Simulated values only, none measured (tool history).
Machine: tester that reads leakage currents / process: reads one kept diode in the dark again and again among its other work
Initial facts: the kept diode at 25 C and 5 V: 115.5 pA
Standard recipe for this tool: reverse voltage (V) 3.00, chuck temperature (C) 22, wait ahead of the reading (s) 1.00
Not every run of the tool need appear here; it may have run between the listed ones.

run	hour	reverse voltage (V)	chuck temperature (C)	wait ahead of the reading (s)	current that the tester gives (pA)
1	0.0	3.00	22	1.00	76.42
2	94.5	3.00	22	1.00	76.90
3	213.9	3.00	22	1.81	76.61
# hour 273.4: tester calibrated
4	362.6	4.90	22	1.81	97.38
# hour 403.4: chuck's temperature calibrated
5	442.0	4.90	22	1.81	91.96
6	508.3	3.00	22	1.00	74.49
7	573.1	3.00	22	1.00	74.39
8	686.4	3.00	22	1.00	74.14
9	812.2	1.24	34	9.77	128.22
10	944.1	1.24	53	2.76	511.29
11	1082.2	1.24	53	2.76	511.20
12	1188.9	6.46	39	2.50	396.97
13	1251.2	3.00	23	1.13	82.46
14	1320.5	1.29	23	1.13	55.66

Here are 3 independent what-if runs from the current tool condition. What would each one return?
A	1443.7	3.00	55	1.73	?
B	1443.7	3.00	44	1.56	?
C	1443.7	14.81	28	6.40	?

run	current that the tester gives (pA)
A	874.57
B	407.10
C	255.20
Take away the tool's hidden state, keep each run's random variation, and the runs would have read:
run	current that the tester gives (pA)
A	860.26
B	398.73
C	239.68
